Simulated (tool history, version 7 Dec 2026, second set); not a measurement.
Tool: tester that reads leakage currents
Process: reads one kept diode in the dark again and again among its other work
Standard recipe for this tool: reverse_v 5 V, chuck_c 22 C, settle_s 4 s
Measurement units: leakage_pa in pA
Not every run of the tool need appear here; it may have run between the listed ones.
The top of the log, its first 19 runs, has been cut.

run 20 hour=565.6 | reverse_v=1.54 chuck_c=22 settle_s=4 | leakage_pa=50.85
run 21 hour=604.1 | reverse_v=1.37 chuck_c=40 settle_s=9.22 | leakage_pa=183.62
run 22 hour=626.6 | reverse_v=1.37 chuck_c=40 settle_s=0.84 | leakage_pa=183.11
run 23 hour=643.6 | reverse_v=1.92 chuck_c=22 settle_s=5.11 | leakage_pa=56.82
run 24 hour=672.2 | reverse_v=1.92 chuck_c=22 settle_s=5.11 | leakage_pa=56.86
run 25 hour=702.5 | reverse_v=5 chuck_c=23 settle_s=4 | leakage_pa=98.91
run 26 hour=733.4 | reverse_v=12.54 chuck_c=32 settle_s=0.79 | leakage_pa=308.61
run 27 hour=763.5 | reverse_v=12.54 chuck_c=32 settle_s=0.79 | leakage_pa=307.71
-- hour=767.8 chuck's temperature calibrated
run 28 hour=797.2 | reverse_v=12.54 chuck_c=32 settle_s=0.79 | leakage_pa=297.92
run 29 hour=821.4 | reverse_v=3.71 chuck_c=44 settle_s=1.48 | leakage_pa=377.96
run 30 hour=843.5 | reverse_v=11.14 chuck_c=40 settle_s=1.92 | leakage_pa=490.73
run 31 hour=874.3 | reverse_v=11.14 chuck_c=51 settle_s=1.92 | leakage_pa=1027.96
run 32 hour=905.6 | reverse_v=11.14 chuck_c=51 settle_s=1.92 | leakage_pa=1026.7
run 33 hour=940.7 | reverse_v=5 chuck_c=22 settle_s=5.71 | leakage_pa=87.92
run 34 hour=960 | reverse_v=5 chuck_c=22 settle_s=5.71 | leakage_pa=88.47
-- hour=989.8 chuck's temperature calibrated, once more
run 35 hour=994.3 | reverse_v=5 chuck_c=29 settle_s=1.32 | leakage_pa=168.41
run 36 hour=1033.6 | reverse_v=5 chuck_c=29 settle_s=1.32 | leakage_pa=166.89
run 37 hour=1055.3 | reverse_v=5 chuck_c=29 settle_s=1.32 | leakage_pa=167.72
run 38 hour=1075.5 | reverse_v=5 chuck_c=51 settle_s=5.04 | leakage_pa=764.05
run 39 hour=1114.8 | reverse_v=12.2 chuck_c=51 settle_s=0.52 | leakage_pa=1190.71
run 40 hour=1144.9 | reverse_v=5.35 chuck_c=51 settle_s=0.71 | leakage_pa=790.31

Here are 4 independent what-if runs from the current tool condition. What would each one return?
run A hour=1178.5 | reverse_v=9.56 chuck_c=36 settle_s=0.36 | leakage_pa=?
run B hour=1178.5 | reverse_v=3.23 chuck_c=50 settle_s=0.56 | leakage_pa=?
run C hour=1178.5 | reverse_v=1.43 chuck_c=22 settle_s=1.5 | leakage_pa=?
run D hour=1178.5 | reverse_v=3.01 chuck_c=22 settle_s=4 | leakage_pa=?

run=A leakage_pa=382.72
run=B leakage_pa=578.43
run=C leakage_pa=52.16
run=D leakage_pa=75.98
With no hidden state in the tool, these same runs would have given:
run=A leakage_pa=386.47
run=B leakage_pa=595.9
run=C leakage_pa=52.61
run=D leakage_pa=75.6
